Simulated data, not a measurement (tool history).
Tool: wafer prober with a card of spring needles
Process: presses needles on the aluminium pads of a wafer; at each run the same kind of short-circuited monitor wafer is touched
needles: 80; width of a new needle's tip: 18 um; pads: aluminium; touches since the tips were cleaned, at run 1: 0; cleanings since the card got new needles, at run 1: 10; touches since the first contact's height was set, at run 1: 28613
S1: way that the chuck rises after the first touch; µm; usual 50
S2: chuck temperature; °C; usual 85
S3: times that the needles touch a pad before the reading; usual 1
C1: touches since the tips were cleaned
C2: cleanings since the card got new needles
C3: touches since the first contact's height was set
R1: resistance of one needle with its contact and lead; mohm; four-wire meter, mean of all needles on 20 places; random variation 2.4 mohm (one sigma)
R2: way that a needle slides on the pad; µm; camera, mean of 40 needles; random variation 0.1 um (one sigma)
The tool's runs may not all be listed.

run   hour  S1   S2  S3    C1  C2     C3   R1     R2
  1      0  50   85   1     0  10  28613  269  12.43
  2    6.6  50   85   2  1482  10  30095  269  12.35
      11.4  -- tips cleaned on abrasive film
  3   13.1  50   85   2   375  11  31521  268   12.3
      23.4  -- tips cleaned on abrasive film
  4   23.4  50  118   1     0  12  33818  278  12.33
  5   32.1  50  118   1  1955  12  35773  277  12.17
      34.7  -- tips cleaned on abrasive film
  6   44.1  50  118   1  2110  13  38432  276  12.29
      46.4  -- tips cleaned on abrasive film
  7   55.2  50   85   1  1974  14  40902  267  12.38
      57.7  -- tips cleaned on abrasive film
  8   65.1  50   85   1  1654  15  43091  267  12.22
      69.2  -- tips cleaned on abrasive film
  9   76.2  50   85   1  1569  16  45553  274  12.35
      80.7  -- tips cleaned on abrasive film
 10   86.9  50   85   2  1389  17  47939  268  12.17
      92.2  -- tips cleaned on abrasive film
 11  100.1  50   85   2  1756  18  50864  271  12.23
     104.1  -- tips cleaned on abrasive film
 12  111.4  50   85   2  1623  19  53375  265  12.21
     115.5  -- tips cleaned on abrasive film
 13    118  50   85   3   566  20  54847  265  12.27
     126.8  -- tips cleaned on abrasive film
 14  131.3  50   26   1  1002  21  57786  253  12.37
     138.1  -- tips cleaned on abrasive film
 15  139.1  50   85   1   228  22  59521  267  12.32
 16  146.7  50   85   1  1931  22  61224  269  12.34
     149.2  -- tips cleaned on abrasive film
     160.3  -- tips cleaned on abrasive film
 17  160.3  50   85   1     5  24  64233  274  12.26
 18  166.4  50   85   1  1377  24  65605  269  12.23
     171.9  -- tips cleaned on abrasive film
 19  174.2  50   85   1   498  25  67312  272   12.2
 20  182.4  50   34   1  2346  25  69160  251  12.25
     183.1  -- tips cleaned on abrasive film
 21  192.6  70   37   2  2129  26  71422  246  17.15
     194.7  -- tips cleaned on abrasive film
 22  201.6  70   37   2  1543  27  73410  246  17.21
     206.6  -- tips cleaned on abrasive film
 23  207.7  70   37   2   243  28  74765  248  17.29
 24  213.7  54   26   1  1577  28  76099  249  13.25
     217.8  -- tips cleaned on abrasive film
 25  223.5  42   26   1  1270  29  78276  258   10.3
     229.6  -- tips cleaned on abrasive film
 26  236.1  42   26   1  1441  30  81073  256  10.28
     241.4  -- tips cleaned on abrasive film
 27  249.9  57   43   1  1905  31  84143  252  13.85
     253.1  -- tips cleaned on abrasive film
 28  259.6  57   43   1  1458  32  86298  258  13.99
     264.6  -- tips cleaned on abrasive film
 29  269.4  41   52   1  1073  33  88470  271   10.2
     275.7  -- tips cleaned on abrasive film
 30  280.9  52   85   1  1168  34  91035  269   12.9
     286.8  -- tips cleaned on abrasive film
 31  287.5  52   85   1   153  35  92496  266  12.65
 32  297.5  52   85   1  2384  35  94727  267  12.62
     298.6  -- tips cleaned on abrasive film
 33  309.1  48  103   1  2353  36  97319  273  11.62

Hidden state at the last listed run before each entry between runs and at the first one after, where it differs:
Between runs 2 and 3: tips cleaned on abrasive film (hour 11.4)
  debris on the tips, nm: 0.4 -> 0.2
Between runs 3 and 4: tips cleaned on abrasive film (hour 23.4)
  debris on the tips, nm: 0.2 -> 0
Between runs 5 and 6: tips cleaned on abrasive film (hour 34.7)
  debris on the tips, nm: 0.6 -> 0.7
Between runs 6 and 7: tips cleaned on abrasive film (hour 46.4)
  debris on the tips, nm: 0.7 -> 0.6
Between runs 7 and 8: tips cleaned on abrasive film (hour 57.7)
  debris on the tips, nm: 0.6 -> 0.5
Between runs 8 and 9: tips cleaned on abrasive film (hour 69.2)
  way that the needles fall short of the set height, um: 0.02 -> 0.03
Between runs 9 and 10: tips cleaned on abrasive film (hour 80.7)
  debris on the tips, nm: 0.5 -> 0.4
Between runs 10 and 11: tips cleaned on abrasive film (hour 92.2)
  debris on the tips, nm: 0.4 -> 0.5
Between runs 11 and 12: tips cleaned on abrasive film (hour 104.1)
  no hidden state differs between the two runs
Between runs 12 and 13: tips cleaned on abrasive film (hour 115.5)
  debris on the tips, nm: 0.5 -> 0.2
Between runs 13 and 14: tips cleaned on abrasive film (hour 126.8)
  debris on the tips, nm: 0.2 -> 0.3
Between runs 14 and 15: tips cleaned on abrasive film (hour 138.1)
  debris on the tips, nm: 0.3 -> 0.2; way that the needles fall short of the set height, um: 0.03 -> 0.04
Between runs 16 and 17: tips cleaned on abrasive film (hour 149.2); tips cleaned on abrasive film (hour 160.3)
  debris on the tips, nm: 0.6 -> 0.1
Between runs 18 and 19: tips cleaned on abrasive film (hour 171.9)
  debris on the tips, nm: 0.4 -> 0.2
Between runs 20 and 21: tips cleaned on abrasive film (hour 183.1)
  debris on the tips, nm: 0.7 -> 0.6
Between runs 21 and 22: tips cleaned on abrasive film (hour 194.7)
  debris on the tips, nm: 0.6 -> 0.5; tips' diameter, um: 18.01 -> 18.02
Between runs 22 and 23: tips cleaned on abrasive film (hour 206.6)
  debris on the tips, nm: 0.5 -> 0.1; way that the needles fall short of the set height, um: 0.04 -> 0.05
Between runs 24 and 25: tips cleaned on abrasive film (hour 217.8)
  debris on the tips, nm: 0.5 -> 0.4
Between runs 25 and 26: tips cleaned on abrasive film (hour 229.6)
  debris on the tips, nm: 0.4 -> 0.5
Between runs 26 and 27: tips cleaned on abrasive film (hour 241.4)
  debris on the tips, nm: 0.5 -> 0.6
Between runs 27 and 28: tips cleaned on abrasive film (hour 253.1)
  debris on the tips, nm: 0.6 -> 0.5
Between runs 28 and 29: tips cleaned on abrasive film (hour 264.6)
  debris on the tips, nm: 0.5 -> 0.3
Between runs 29 and 30: tips cleaned on abrasive film (hour 275.7)
  debris on the tips, nm: 0.3 -> 0.4
Between runs 30 and 31: tips cleaned on abrasive film (hour 286.8)
  debris on the tips, nm: 0.4 -> 0.1; way that the needles fall short of the set height, um: 0.05 -> 0.06
Between runs 32 and 33: tips cleaned on abrasive film (hour 298.6)
  no hidden state differs between the two runs
